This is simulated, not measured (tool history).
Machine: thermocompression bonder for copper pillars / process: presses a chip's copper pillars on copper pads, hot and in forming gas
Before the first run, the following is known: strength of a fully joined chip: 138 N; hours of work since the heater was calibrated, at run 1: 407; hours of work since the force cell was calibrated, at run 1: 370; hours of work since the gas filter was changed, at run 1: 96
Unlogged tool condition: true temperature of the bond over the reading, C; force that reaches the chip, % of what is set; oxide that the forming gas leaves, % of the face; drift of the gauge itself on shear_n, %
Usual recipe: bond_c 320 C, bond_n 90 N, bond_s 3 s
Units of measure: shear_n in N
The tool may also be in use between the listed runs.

run     day  bond_c  bond_n  bond_s  hours of work since the heater was calibrated  hours of work since the force cell was calibrated  hours of work since the gas filter was changed  shear_n
  1   0.000     320      90       3                                            407                                                370                                              96     89.2
  2   0.617     320      90       3                                            417                                                380                                             106     88.5
  3   1.200     320      90       3                                            426                                                390                                             115     89.5
  4   1.546     320      90       3                                            432                                                395                                             121     88.2
  5   2.162     320      90       3                                            442                                                405                                             131     90.1
  6   2.688     320      90       3                                            450                                                414                                             139     90.5
      2.817  -- force cell calibrated
  7   3.092     320      90       3                                            456                                                  4                                             145     90.0
  8   3.775     323      90       3                                            467                                                 15                                             156     90.0
  9   4.250     323      90       3                                            474                                                 23                                             163     90.3
 10   4.858     320      90       3                                            484                                                 33                                             173     87.1
 11   5.167     320      70       3                                            489                                                 38                                             178     77.0
 12   5.775     320      71       4                                            499                                                 47                                             188     83.2
 13   6.129     321      90       2                                            505                                                 53                                             193     78.6
      6.346  -- force cell calibrated, once more
 14   6.542     321      90       2                                            510                                                  3                                             199     82.5
 15   7.158     321      90       2                                            520                                                 13                                             209     80.3
 16   7.750     321      90       2                                            530                                                 23                                             218     79.5
 17   8.275     313      89       3                                            538                                                 31                                             227     82.2
 18   8.950     318      89       3                                            549                                                 42                                             238     84.4
 19   9.633     322     107       2                                            560                                                 53                                             249     88.0
 20  10.383     322     107       2                                            572                                                 65                                             261     89.4

Some steps in shear_n between neighbouring runs. How much of each would the tool show without its hidden state too (settings, what came in, random variation), and how much is left for the hidden state, with any gauge scatter that isn't in both results?
Run 6 -> 7: force cell calibrated. shear_n -0.5 N: hidden state -0.7, all else +0.2.
Run 10 -> 11: bond_n 90 -> 70. shear_n -10.1 N: hidden state +0.4, all else -10.5.
Run 11 -> 12: bond_n 70 -> 71, bond_s 3 -> 4. shear_n +6.2 N: hidden state -0.4, all else +6.6.
Run 13 -> 14: force cell calibrated, once more. shear_n +3.9 N: hidden state +1.5, all else +2.4.

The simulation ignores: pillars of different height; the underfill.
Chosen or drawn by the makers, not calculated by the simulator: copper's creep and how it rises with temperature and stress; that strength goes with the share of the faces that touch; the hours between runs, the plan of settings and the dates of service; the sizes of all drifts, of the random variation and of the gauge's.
